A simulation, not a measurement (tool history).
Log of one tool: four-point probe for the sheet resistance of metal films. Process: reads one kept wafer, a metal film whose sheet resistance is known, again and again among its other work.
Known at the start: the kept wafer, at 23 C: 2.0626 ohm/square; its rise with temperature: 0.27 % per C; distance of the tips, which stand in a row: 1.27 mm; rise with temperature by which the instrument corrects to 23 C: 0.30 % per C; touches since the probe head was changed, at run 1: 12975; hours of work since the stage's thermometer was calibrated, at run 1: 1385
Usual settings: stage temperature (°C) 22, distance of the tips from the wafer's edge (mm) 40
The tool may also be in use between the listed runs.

run,hour,stage temperature (°C),distance of the tips from the wafer's edge (mm),touches since the probe head was changed,hours of work since the stage's thermometer was calibrated,sheet resistance as the instrument gives it (ohm/square)
1,0,22,40,12975,1385,2.069535
2,37.2,22,40,14227,1414,2.069866
3,65.5,22,40,15180,1436,2.069847
4,109.9,22,4,16677,1470,2.174447
5,161.3,22,4,18406,1510,2.174823
6,206.7,22,4,19935,1546,2.174378
7,252.1,22,33,21461,1581,2.069647
8,288.9,22,33,22701,1610,2.070991
# hour 291.9: stage's thermometer calibrated
9,336.3,22,40,24281,35,2.069716
10,364.6,22,40,25233,57,2.069376
11,393.2,22,40,26194,79,2.070013
12,421,22,9,27131,100,2.090874
13,466.3,22,51,28656,136,2.069701
14,500.3,32,13,29802,162,2.075047
# hour 510.1: stage's thermometer calibrated, once more
15,536.9,32,13,31016,21,2.07946
16,582.5,32,13,32551,56,2.079089
17,616.9,20,6,33708,83,2.123406
18,667.5,20,6,35414,123,2.123536
19,720.1,22,14,37183,163,2.083183
20,751.5,30,36,38240,188,2.071568
21,801.7,33,5,39931,227,2.139686
22,825.4,33,3,40729,245,2.250323
23,862.5,21,26,41978,274,2.078052
24,897.7,23,5,43164,302,2.143317
25,927.7,19,4,44174,325,2.181846
26,960.2,19,4,45268,350,2.182781

Forecast each of these 5 alternatives for the next run:
A,985,19,30,46100,370,?
B,985,19,62,46100,370,?
C,985,23,28,46100,370,?
D,985,30,4,46100,370,?
E,985,20,37,46100,370,?

run,sheet resistance as the instrument gives it (ohm/square)
A,2.078083
B,2.077296
C,2.077174
D,2.176885
E,2.076997
Without the tool's hidden state the same runs would have given:
run,sheet resistance as the instrument gives it (ohm/square)
A,2.06634
B,2.065556
C,2.065431
D,2.164621
E,2.065258
